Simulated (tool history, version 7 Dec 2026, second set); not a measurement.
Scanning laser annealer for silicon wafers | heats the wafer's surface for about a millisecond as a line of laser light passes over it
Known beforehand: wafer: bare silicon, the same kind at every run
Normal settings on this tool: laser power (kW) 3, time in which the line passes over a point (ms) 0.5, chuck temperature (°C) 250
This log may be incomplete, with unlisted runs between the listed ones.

run	hour	laser power (kW)	time in which the line passes over a point (ms)	chuck temperature (°C)	highest temperature of the surface (°C)
1	0	3	0.5	250	984
2	60.9	3	0.5	250	984
3	121.7	3	0.5	250	981
4	206.7	3	0.5	233	959
5	276.7	2.787	0.5	233	900
6	337.4	2.787	0.5	233	900
7	405.9	2.787	0.5	233	895
8	466.3	3	0.5	250	969
9	523.7	3	0.5	250	963
10	576.9	3	0.5	226	938
11	636.1	3	0.5	226	965
12	699.2	3	0.5	250	988
13	775.3	3	0.5	250	983
14	827.2	3	0.5	250	976
15	872.9	3	0.5	250	975
16	937.3	3	0.5	250	973
17	981.1	3	0.5	250	970
18	1047.7	3	0.414	250	902
19	1094.5	3	0.414	250	898
20	1158	3	0.414	250	917
21	1244.4	2.737	0.387	259	841
22	1285.1	2.737	0.387	259	838
23	1383.7	3	0.5	284	1015
24	1473.2	3	0.374	284	909
25	1571.9	3.29	0.383	250	946

Withheld: 3 entries from between the runs. Position of each, and hidden state at the listed run before versus the listed run after:
After run 10, before run 11: window over the wafer cleaned (hour 619.3)
  light that passes the window, % of a clean one's: 96.44 -> 99.79; laser's true power over the reading, %: 0.71 -> 0.73; width of the line over the set one, %: 3.47 -> 3.61
  measured value less the no-hidden-state value, highest temperature of the surface (°C): -39 -> -11
After run 13, before run 14: optics aligned, line set to its width (hour 788.3)
  light that passes the window, % of a clean one's: 99.24 -> 99.06; laser's true power over the reading, %: 0.77 -> 0.78; width of the line over the set one, %: 3.95 -> 5.72
  measured value less the no-hidden-state value, highest temperature of the surface (°C): -17 -> -25
After run 19, before run 20: optics aligned, line set to its width, once more (hour 1109.4)
  light that passes the window, % of a clean one's: 98.06 -> 97.84; laser's true power over the reading, %: 0.86 -> 0.88; width of the line over the set one, %: 6.33 -> 0.2
  measured value less the no-hidden-state value, highest temperature of the surface (°C): -32 -> -11

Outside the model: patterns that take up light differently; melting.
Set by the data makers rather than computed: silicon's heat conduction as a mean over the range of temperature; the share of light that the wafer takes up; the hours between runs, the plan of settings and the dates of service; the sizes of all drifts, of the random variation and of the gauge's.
